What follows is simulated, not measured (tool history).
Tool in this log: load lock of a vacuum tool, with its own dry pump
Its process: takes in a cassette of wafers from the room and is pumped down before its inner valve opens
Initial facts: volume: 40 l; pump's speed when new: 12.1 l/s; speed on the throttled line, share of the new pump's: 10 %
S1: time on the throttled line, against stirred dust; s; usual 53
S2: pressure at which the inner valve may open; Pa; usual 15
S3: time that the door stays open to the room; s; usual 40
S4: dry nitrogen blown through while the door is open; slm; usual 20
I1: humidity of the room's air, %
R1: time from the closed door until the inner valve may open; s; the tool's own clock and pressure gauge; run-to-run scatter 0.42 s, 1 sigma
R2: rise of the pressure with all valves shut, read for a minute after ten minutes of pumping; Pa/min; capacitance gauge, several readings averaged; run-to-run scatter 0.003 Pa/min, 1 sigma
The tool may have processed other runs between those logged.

run 1 hour=0 | S1=53 S2=15 S3=40 S4=20 | I1=44.9 | R1=81.5 R2=0.046
run 2 hour=108 | S1=53 S2=15 S3=40 S4=20 | I1=43.8 | R1=81.9 R2=0.044
run 3 hour=197.8 | S1=53 S2=15 S3=40 S4=20 | I1=46 | R1=81.3 R2=0.048
run 4 hour=300.9 | S1=53 S2=15 S3=40 S4=20 | I1=45.2 | R1=82 R2=0.05
run 5 hour=403.8 | S1=53 S2=15 S3=40 S4=20 | I1=44.2 | R1=81 R2=0.048
run 6 hour=619.9 | S1=53 S2=15 S3=180 S4=20 | I1=40.2 | R1=82 R2=0.083
run 7 hour=752.6 | S1=53 S2=15 S3=40 S4=20 | I1=43.2 | R1=82.1 R2=0.048
run 8 hour=866.7 | S1=53 S2=15 S3=40 S4=20 | I1=45.5 | R1=82.2 R2=0.057
-- hour=976.5 dry pump taken out, an overhauled one fitted
run 9 hour=994.7 | S1=53 S2=15 S3=40 S4=20 | I1=41.2 | R1=77 R2=0.051
run 10 hour=1201.2 | S1=53 S2=15 S3=40 S4=20 | I1=42.4 | R1=77.3 R2=0.053
run 11 hour=1415.1 | S1=53 S2=15 S3=40 S4=20 | I1=45.1 | R1=77.6 R2=0.056
run 12 hour=1608.7 | S1=53 S2=15 S3=40 S4=20 | I1=46.3 | R1=77.8 R2=0.059
run 13 hour=1768.6 | S1=53 S2=15 S3=40 S4=20 | I1=44.8 | R1=77.1 R2=0.051
run 14 hour=1879.7 | S1=53 S2=15 S3=40 S4=22 | I1=42.8 | R1=77 R2=0.061
run 15 hour=2063.2 | S1=53 S2=15 S3=40 S4=22 | I1=44.3 | R1=77.8 R2=0.058
run 16 hour=2215.9 | S1=53 S2=15 S3=40 S4=20 | I1=41.4 | R1=77.9 R2=0.065
run 17 hour=2343.2 | S1=53 S2=15 S3=40 S4=20 | I1=42.6 | R1=77.9 R2=0.061
run 18 hour=2516.1 | S1=59 S2=15 S3=69 S4=12 | I1=42.5 | R1=82.7 R2=0.079
run 19 hour=2718.3 | S1=59 S2=15 S3=69 S4=12 | I1=48.8 | R1=82.9 R2=0.084
run 20 hour=2816.1 | S1=59 S2=20 S3=69 S4=39 | I1=48.1 | R1=82.7 R2=0.071
run 21 hour=2993.7 | S1=49 S2=19 S3=40 S4=20 | I1=44.2 | R1=74.1 R2=0.07
run 22 hour=3113.1 | S1=53 S2=21 S3=83 S4=10 | I1=44.4 | R1=76.9 R2=0.097
run 23 hour=3239.7 | S1=34 S2=21 S3=83 S4=10 | I1=45.4 | R1=59.5 R2=0.096
run 24 hour=3337.2 | S1=53 S2=17 S3=149 S4=9 | I1=45.4 | R1=77.5 R2=0.119
run 25 hour=3525.4 | S1=53 S2=15 S3=69 S4=12 | I1=42.8 | R1=78.5 R2=0.085
run 26 hour=3702.4 | S1=53 S2=15 S3=69 S4=12 | I1=47.2 | R1=78.5 R2=0.094
run 27 hour=3807.7 | S1=53 S2=19 S3=69 S4=21 | I1=44.8 | R1=78.2 R2=0.084
run 28 hour=3921.5 | S1=55 S2=23 S3=29 S4=39 | I1=48 | R1=78.5 R2=0.071
run 29 hour=4042.7 | S1=55 S2=20 S3=29 S4=38 | I1=46.2 | R1=79.2 R2=0.061
run 30 hour=4160 | S1=55 S2=20 S3=29 S4=38 | I1=46.1 | R1=78.7 R2=0.071
run 31 hour=4306.3 | S1=53 S2=11 S3=74 S4=20 | I1=45.1 | R1=79.9 R2=0.099
run 32 hour=4417.6 | S1=38 S2=15 S3=40 S4=8 | I1=44.6 | R1=64.9 R2=0.092
run 33 hour=4590.1 | S1=42 S2=15 S3=82 S4=8 | I1=45.9 | R1=68.7 R2=0.114
run 34 hour=4726.8 | S1=42 S2=15 S3=82 S4=8 | I1=42 | R1=68.9 R2=0.113

What if the next run were any one of these 4? Each begins from the tool's condition after run 34:
run A hour=4835.8 | S1=53 S2=20 S3=40 S4=17 | I1=45.7 | R1=? R2=?
run B hour=4835.8 | S1=48 S2=15 S3=41 S4=37 | I1=42.5 | R1=? R2=?
run C hour=4835.8 | S1=42 S2=15 S3=82 S4=31 | I1=45.5 | R1=? R2=?
run D hour=4835.8 | S1=53 S2=28 S3=34 S4=20 | I1=40.8 | R1=? R2=?

run=A R1=78.4 R2=0.084
run=B R1=74.2 R2=0.079
run=C R1=69 R2=0.097
run=D R1=77.2 R2=0.083
With the hidden condition removed and each run's random variation left untouched, the same runs would have given:
run=A R1=77 R2=0.025
run=B R1=72.6 R2=0.018
run=C R1=67.5 R2=0.036
run=D R1=75.8 R2=0.022
